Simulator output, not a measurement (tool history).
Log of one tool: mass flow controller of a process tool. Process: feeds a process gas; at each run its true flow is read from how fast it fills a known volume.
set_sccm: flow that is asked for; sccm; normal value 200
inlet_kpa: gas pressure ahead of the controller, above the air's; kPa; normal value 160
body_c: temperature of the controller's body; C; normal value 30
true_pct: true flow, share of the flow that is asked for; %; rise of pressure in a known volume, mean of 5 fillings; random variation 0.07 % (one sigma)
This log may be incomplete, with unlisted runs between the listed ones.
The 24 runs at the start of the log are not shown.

run    hour  set_sccm  inlet_kpa  body_c  true_pct
 25  2722.2        92        160      30     99.88
 26    2870        92        160      30     99.82
 27  3016.1        77        160      28     99.86
 28  3086.4       200        213      27    100.19
 29  3242.4        73        213      24     99.89
 30  3390.3       455        255      30     100.9
 31  3460.5       455        243      30    100.87
 32  3546.4       455        243      30    100.83
 33  3696.3       134        189      22     99.92
 34  3765.3       134        181      22    100.11
 35    3853       451        233      33    101.03
 36  3943.9       451        233      33    100.99
 37  4095.9        71        233      31    100.92
 38    4236        89        150      30    100.62
 39  4324.4        89        150      30    100.84
 40  4469.5       384        141      30    100.85
 41  4551.1       384        141      30    100.88
 42  4622.8       420        155      35    101.14
 43  4718.9       200        196      39    101.08
 44  4812.3        84        160      30    101.13
 45  4964.6        84        160      30    101.26
 46  5035.8       409        160      25    100.89
 47  5129.9       134        160      37    101.27

Alternative continuations, all from the tool just after run 47; predict every row:
  A  5192.9        85        160      37         ?
  B  5192.9       250        216      30         ?
  C  5192.9       134        211      28         ?
  D  5192.9       107        160      29         ?

run  true_pct
  A    101.67
  B    100.92
  C    100.78
  D    101.19
With the hidden condition removed and each run's random variation left untouched, the same runs would have given:
run  true_pct
  A     99.36
  B     99.59
  C     99.02
  D     99.19

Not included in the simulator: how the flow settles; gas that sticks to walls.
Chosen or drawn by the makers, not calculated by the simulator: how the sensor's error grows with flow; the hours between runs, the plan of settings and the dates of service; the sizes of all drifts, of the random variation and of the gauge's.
